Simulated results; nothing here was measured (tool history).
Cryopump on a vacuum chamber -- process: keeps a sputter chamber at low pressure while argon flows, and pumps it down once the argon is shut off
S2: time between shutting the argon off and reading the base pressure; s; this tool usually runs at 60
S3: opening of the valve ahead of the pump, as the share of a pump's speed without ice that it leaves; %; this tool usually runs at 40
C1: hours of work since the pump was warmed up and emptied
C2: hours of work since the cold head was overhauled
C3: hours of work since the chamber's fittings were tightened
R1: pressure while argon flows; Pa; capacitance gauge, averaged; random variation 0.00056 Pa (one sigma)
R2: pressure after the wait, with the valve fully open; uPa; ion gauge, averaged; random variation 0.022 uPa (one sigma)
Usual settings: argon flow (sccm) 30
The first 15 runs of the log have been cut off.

run 16 hour=274.8 | argon_flow_(sccm)=30 S2=79 S3=40 | C1=299 C2=299 C3=475 | R1=0.0634 R2=0.86
run 17 hour=295.8 | argon_flow_(sccm)=30 S2=79 S3=40 | C1=316 C2=316 C3=492 | R1=0.0644 R2=0.91
run 18 hour=311.8 | argon_flow_(sccm)=30 S2=62 S3=34 | C1=329 C2=329 C3=505 | R1=0.0741 R2=1
run 19 hour=332.3 | argon_flow_(sccm)=18 S2=168 S3=16 | C1=345 C2=345 C3=521 | R1=0.0938 R2=0.74
run 20 hour=346.9 | argon_flow_(sccm)=23 S2=109 S3=25 | C1=357 C2=357 C3=533 | R1=0.0786 R2=0.88
run 21 hour=362.2 | argon_flow_(sccm)=23 S2=109 S3=25 | C1=369 C2=369 C3=545 | R1=0.0782 R2=0.87
run 22 hour=388.7 | argon_flow_(sccm)=14 S2=60 S3=37 | C1=391 C2=391 C3=566 | R1=0.0323 R2=1.06
run 23 hour=402.3 | argon_flow_(sccm)=30 S2=50 S3=19 | C1=401 C2=401 C3=577 | R1=0.1323 R2=1.19
run 24 hour=425.7 | argon_flow_(sccm)=30 S2=50 S3=19 | C1=420 C2=420 C3=596 | R1=0.133 R2=1.16
run 25 hour=439.2 | argon_flow_(sccm)=30 S2=226 S3=40 | C1=431 C2=431 C3=607 | R1=0.0645 R2=0.79
run 26 hour=454.7 | argon_flow_(sccm)=30 S2=226 S3=40 | C1=444 C2=444 C3=620 | R1=0.0653 R2=0.79
run 27 hour=481.8 | argon_flow_(sccm)=19 S2=60 S3=40 | C1=465 C2=465 C3=641 | R1=0.0408 R2=1.11
run 28 hour=496.7 | argon_flow_(sccm)=38 S2=192 S3=19 | C1=477 C2=477 C3=653 | R1=0.1675 R2=0.89
run 29 hour=524 | argon_flow_(sccm)=38 S2=192 S3=19 | C1=499 C2=499 C3=675 | R1=0.1691 R2=0.87
run 30 hour=546.5 | argon_flow_(sccm)=30 S2=60 S3=23 | C1=517 C2=517 C3=693 | R1=0.1111 R2=1.19
run 31 hour=569.4 | argon_flow_(sccm)=30 S2=60 S3=23 | C1=536 C2=536 C3=712 | R1=0.112 R2=1.23
run 32 hour=596.7 | argon_flow_(sccm)=53 S2=166 S3=32 | C1=558 C2=558 C3=734 | R1=0.1448 R2=1
run 33 hour=611 | argon_flow_(sccm)=53 S2=166 S3=32 | C1=569 C2=569 C3=745 | R1=0.1433 R2=0.98

Forecast each of these 5 alternatives for the next run:
run A hour=636.7 | argon_flow_(sccm)=60 S2=166 S3=32 | C1=590 C2=590 C3=766 | R1=? R2=?
run B hour=636.7 | argon_flow_(sccm)=57 S2=166 S3=45 | C1=590 C2=590 C3=766 | R1=? R2=?
run C hour=636.7 | argon_flow_(sccm)=26 S2=166 S3=32 | C1=590 C2=590 C3=766 | R1=? R2=?
run D hour=636.7 | argon_flow_(sccm)=27 S2=166 S3=32 | C1=590 C2=590 C3=766 | R1=? R2=?
run E hour=636.7 | argon_flow_(sccm)=53 S2=22 S3=32 | C1=590 C2=590 C3=766 | R1=? R2=?

run=A R1=0.165 R2=0.96
run=B R1=0.1158 R2=0.97
run=C R1=0.0697 R2=1.01
run=D R1=0.0741 R2=1.03
run=E R1=0.1446 R2=2.1
What these runs would have given with no unlogged condition in the tool:
run=A R1=0.1529 R2=0.27
run=B R1=0.1042 R2=0.3
run=C R1=0.0644 R2=0.33
run=D R1=0.0686 R2=0.32
run=E R1=0.1338 R2=1.4
